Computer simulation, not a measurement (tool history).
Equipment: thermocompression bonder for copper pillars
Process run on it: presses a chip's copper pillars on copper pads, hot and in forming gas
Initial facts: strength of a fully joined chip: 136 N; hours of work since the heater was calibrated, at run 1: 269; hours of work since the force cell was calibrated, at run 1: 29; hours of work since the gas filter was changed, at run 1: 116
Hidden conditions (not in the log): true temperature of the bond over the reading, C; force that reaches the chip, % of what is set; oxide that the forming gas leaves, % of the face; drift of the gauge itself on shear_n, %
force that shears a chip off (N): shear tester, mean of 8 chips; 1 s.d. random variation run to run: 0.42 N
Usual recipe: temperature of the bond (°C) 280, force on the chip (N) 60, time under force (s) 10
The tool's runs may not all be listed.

run,hour,temperature of the bond (°C),force on the chip (N),time under force (s),hours of work since the heater was calibrated,hours of work since the force cell was calibrated,hours of work since the gas filter was changed,force that shears a chip off (N)
1,0,280,60,10,269,29,116,60.1
2,17.9,280,60,10,279,38,126,59.9
3,47.6,280,48,10,295,55,142,52.9
4,60.4,280,60,10,302,62,149,59
5,75.8,280,60,10,310,70,157,58.7
# hour 97.5: forming gas filter changed
6,97.8,280,60,10,322,81,0,65.6
7,121.3,280,60,10,334,94,13,64.8
8,140,280,60,10,344,104,23,65.4
9,161.7,308,55,23,356,116,35,99.9
10,174.2,280,54,24,363,123,42,80.9
11,200.7,280,54,24,377,137,56,80.6
12,218.1,280,54,24,387,147,65,80.8
13,238.3,280,54,24,398,158,76,79.7
14,253.1,274,79,8,406,166,84,61
15,283,274,79,8,422,182,101,60.3

Per-run results on a tool with no hidden state, each run keeping its own random variation:
run,force that shears a chip off (N)
1,63.2
2,63.4
3,56.4
4,63.3
5,63.3
6,63
7,62.7
8,63.7
9,99.8
10,80.1
11,80.5
12,81.1
13,80.6
14,61.4
15,61.3
